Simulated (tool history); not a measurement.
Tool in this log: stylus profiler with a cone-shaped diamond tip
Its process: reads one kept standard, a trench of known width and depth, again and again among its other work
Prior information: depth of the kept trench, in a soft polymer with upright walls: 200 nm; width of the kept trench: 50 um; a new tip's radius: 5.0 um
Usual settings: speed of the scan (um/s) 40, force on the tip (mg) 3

| run | hour | speed of the scan (um/s) | force on the tip (mg) | depth of the trench (Å) | width of the trench's floor (µm) |
|---|---|---|---|---|---|
| 1 | 0 | 40 | 3 | 2017.9 | 46.95 |
| 2 | 27.5 | 58 | 3 | 2018.3 | 46.77 |
| 3 | 41.1 | 10 | 3 | 2018.8 | 47.1 |
| 4 | 55.8 | 33 | 3 | 2018.6 | 47.01 |
| 5 | 69.2 | 40 | 7.4 | 2032.6 | 47.08 |
| 6 | 99.4 | 40 | 7.4 | 2033.7 | 47.02 |
| 7 | 114.4 | 40 | 7.4 | 2034.4 | 47.06 |
| 8 | 130.3 | 40 | 7.4 | 2033.9 | 47.05 |
| 9 | 160 | 40 | 7.4 | 2033.4 | 47.04 |
| 10 | 173.7 | 154 | 3 | 2018.4 | 46.29 |
| 11 | 188.4 | 64 | 3 | 2018 | 46.76 |
| 12 | 206.6 | 40 | 3 | 2018.9 | 46.97 |
| 13 | 223.8 | 40 | 3 | 2018.4 | 46.97 |
| 14 | 240.3 | 40 | 3 | 2018.7 | 46.97 |
| 15 | 268.2 | 52 | 3 | 2017.5 | 46.95 |
| 16 | 292.2 | 52 | 3 | 2018.4 | 46.85 |
| 17 | 319.6 | 52 | 3 | 2018 | 46.92 |
| 18 | 341.7 | 52 | 4.87 | 2025.2 | 46.94 |
| 19 | 364.7 | 52 | 4.87 | 2024.6 | 46.95 |
| 20 | 389.3 | 52 | 4.87 | 2024.6 | 46.96 |
| 21 | 419.2 | 52 | 4.87 | 2024.3 | 46.86 |
| 22 | 439.3 | 121 | 4.87 | 2025.1 | 46.63 |
| 23 | 470.7 | 84 | 1.4 | 2010.6 | 46.45 |
| 24 | 487.7 | 10 | 2.48 | 2015.5 | 47.11 |
| 25 | 513.2 | 10 | 2.48 | 2015.9 | 47.13 |
| 26 | 527.6 | 23 | 6.68 | 2031 | 47.11 |
| 27 | 554 | 15 | 3 | 2018.2 | 47.05 |
| 28 | 568.5 | 15 | 3 | 2017.4 | 47.11 |
| 29 | 589.7 | 66 | 2.7 | 2016.7 | 46.77 |
| 30 | 603.7 | 66 | 2.7 | 2017.8 | 46.76 |
| 31 | 617.9 | 40 | 1.04 | 2010.2 | 46.78 |
| 32 | 637.2 | 32 | 1.95 | 2013.1 | 46.98 |
| 33 | 667.1 | 62 | 1.95 | 2013.2 | 46.72 |
| 34 | 698.6 | 58 | 3.14 | 2018.5 | 46.86 |
| 35 | 714.5 | 128 | 5.62 | 2026.7 | 46.59 |
|  | 735.7 | new tip fitted, height scale calibrated |
| 36 | 735.7 | 123 | 2.55 | 2016.1 | 46.37 |
| 37 | 758 | 123 | 2.55 | 2016 | 46.38 |
| 38 | 783.9 | 66 | 1.72 | 2013 | 46.7 |
| 39 | 808.7 | 57 | 6.28 | 2029.5 | 46.94 |
| 40 | 827.1 | 147 | 2.73 | 2017.4 | 46.23 |
| 41 | 843.4 | 147 | 2.73 | 2016.5 | 46.31 |
| 42 | 874.9 | 47 | 1.23 | 2008.9 | 46.75 |
| 43 | 901.9 | 12 | 6.1 | 2028.4 | 47.1 |

3 ways to go on from here, each from the tool as it stands after run 43. What would each give?
| A | 931.9 | 23 | 6.1 | ? | ? |
| B | 931.9 | 91 | 8.29 | ? | ? |
| C | 931.9 | 13 | 3.29 | ? | ? |

| run | depth of the trench (Å) | width of the trench's floor (µm) |
|---|---|---|
| A | 2029.1 | 47.06 |
| B | 2035.8 | 46.92 |
| C | 2019.7 | 47.14 |
Without the tool's unlogged condition, the same runs would have read:
| run | depth of the trench (Å) | width of the trench's floor (µm) |
|---|---|---|
| A | 2029.1 | 47.06 |
| B | 2035.7 | 46.92 |
| C | 2019.7 | 47.14 |

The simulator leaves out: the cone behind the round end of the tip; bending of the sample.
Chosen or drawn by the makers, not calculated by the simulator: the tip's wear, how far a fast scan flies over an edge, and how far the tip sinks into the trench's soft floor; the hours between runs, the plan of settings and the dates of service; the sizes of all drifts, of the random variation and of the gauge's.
